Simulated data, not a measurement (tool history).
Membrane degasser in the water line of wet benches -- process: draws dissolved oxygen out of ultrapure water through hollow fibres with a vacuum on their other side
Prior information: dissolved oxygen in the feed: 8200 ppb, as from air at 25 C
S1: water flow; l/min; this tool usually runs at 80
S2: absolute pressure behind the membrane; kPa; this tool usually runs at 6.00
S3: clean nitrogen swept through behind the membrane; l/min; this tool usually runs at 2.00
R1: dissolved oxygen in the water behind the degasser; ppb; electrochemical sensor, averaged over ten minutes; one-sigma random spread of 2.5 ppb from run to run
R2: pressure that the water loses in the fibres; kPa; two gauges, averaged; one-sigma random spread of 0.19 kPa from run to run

run 1 hour=0.0 | S1=80 S2=6.00 S3=2.00 | R1=273.7 R2=38.63
-- hour=129.2 seals of the vacuum lines changed
run 2 hour=150.7 | S1=80 S2=6.00 S3=2.00 | R1=269.3 R2=38.44
run 3 hour=320.8 | S1=80 S2=6.00 S3=2.00 | R1=273.4 R2=38.54
run 4 hour=461.6 | S1=80 S2=6.00 S3=2.00 | R1=265.8 R2=38.73
run 5 hour=664.8 | S1=80 S2=6.00 S3=2.00 | R1=273.5 R2=38.89
-- hour=770.8 vacuum gauge calibrated
run 6 hour=905.5 | S1=80 S2=6.00 S3=2.00 | R1=245.3 R2=39.33
run 7 hour=1192.1 | S1=80 S2=6.00 S3=2.00 | R1=246.3 R2=39.06
run 8 hour=1493.1 | S1=80 S2=6.00 S3=2.00 | R1=250.4 R2=39.69
run 9 hour=1668.1 | S1=80 S2=6.00 S3=2.00 | R1=251.1 R2=39.37
run 10 hour=1930.3 | S1=80 S2=6.00 S3=2.00 | R1=258.8 R2=39.57
run 11 hour=2217.9 | S1=80 S2=6.00 S3=2.00 | R1=256.3 R2=39.89
run 12 hour=2488.2 | S1=80 S2=6.00 S3=3.07 | R1=191.9 R2=39.80
run 13 hour=2683.7 | S1=80 S2=6.00 S3=2.00 | R1=261.7 R2=40.20
run 14 hour=2851.2 | S1=80 S2=6.00 S3=2.00 | R1=256.5 R2=39.93
run 15 hour=3178.6 | S1=80 S2=6.00 S3=2.00 | R1=262.0 R2=40.09
run 16 hour=3351.5 | S1=80 S2=6.00 S3=2.00 | R1=263.3 R2=40.62
run 17 hour=3618.9 | S1=128 S2=10.88 S3=1.23 | R1=1249.3 R2=65.07
run 18 hour=3760.7 | S1=97 S2=6.00 S3=2.36 | R1=302.4 R2=49.52
run 19 hour=4031.1 | S1=50 S2=4.59 S3=2.36 | R1=75.7 R2=25.69
-- hour=4048.8 seals of the vacuum lines changed
run 20 hour=4281.0 | S1=50 S2=4.59 S3=2.36 | R1=76.5 R2=25.71
run 21 hour=4583.6 | S1=50 S2=4.59 S3=2.36 | R1=77.9 R2=25.68
run 22 hour=4909.6 | S1=85 S2=8.86 S3=2.00 | R1=512.9 R2=44.14
run 23 hour=5192.7 | S1=64 S2=9.35 S3=1.79 | R1=466.2 R2=33.25
run 24 hour=5429.7 | S1=64 S2=9.35 S3=1.79 | R1=454.9 R2=33.40
run 25 hour=5601.9 | S1=48 S2=6.43 S3=1.44 | R1=235.9 R2=25.26
run 26 hour=5781.0 | S1=123 S2=6.64 S3=2.26 | R1=512.5 R2=64.39
run 27 hour=6034.1 | S1=123 S2=6.64 S3=2.26 | R1=512.1 R2=65.23
run 28 hour=6290.1 | S1=56 S2=10.86 S3=0.86 | R1=843.0 R2=29.25
run 29 hour=6474.5 | S1=56 S2=10.86 S3=0.86 | R1=859.4 R2=29.63
run 30 hour=6692.4 | S1=80 S2=7.70 S3=2.00 | R1=411.5 R2=42.72
run 31 hour=6847.1 | S1=80 S2=7.70 S3=2.00 | R1=404.6 R2=43.05
run 32 hour=7119.9 | S1=50 S2=6.00 S3=1.00 | R1=290.6 R2=26.74

Some steps in R1 between neighbouring runs. How much of each would the tool show without its hidden state too (settings, what came in, random variation), and how much is left for the hidden state, with any gauge scatter that isn't in both results?
Hidden state present: membrane still open, %; true pressure behind the membrane over the reading, kPa; air that leaks in behind the membrane, l/min; drift of the gauge itself on oxygen_ppb, %; drift of the gauge itself on loss_of_pressure_kpa, %.
Run 5 -> 6: vacuum gauge calibrated. R1 -28.2 ppb: hidden state -27.7, all else -0.5.
Run 16 -> 17: S1 80 -> 128, S2 6.00 -> 10.88, S3 2.00 -> 1.23. R1 +986.0 ppb: hidden state +23.1, all else +962.9.
Run 17 -> 18: S1 128 -> 97, S2 10.88 -> 6.00, S3 1.23 -> 2.36. R1 -946.9 ppb: hidden state -12.2, all else -934.7.
Run 25 -> 26: S1 48 -> 123, S2 6.43 -> 6.64, S3 1.44 -> 2.26. R1 +276.6 ppb: hidden state +55.0, all else +221.6.
Run 27 -> 28: S1 123 -> 56, S2 6.64 -> 10.86, S3 2.26 -> 0.86. R1 +330.9 ppb: hidden state -47.1, all else +378.0.
Run 29 -> 30: S1 56 -> 80, S2 10.86 -> 7.70, S3 0.86 -> 2.00. R1 -447.9 ppb: hidden state +11.1, all else -459.0.
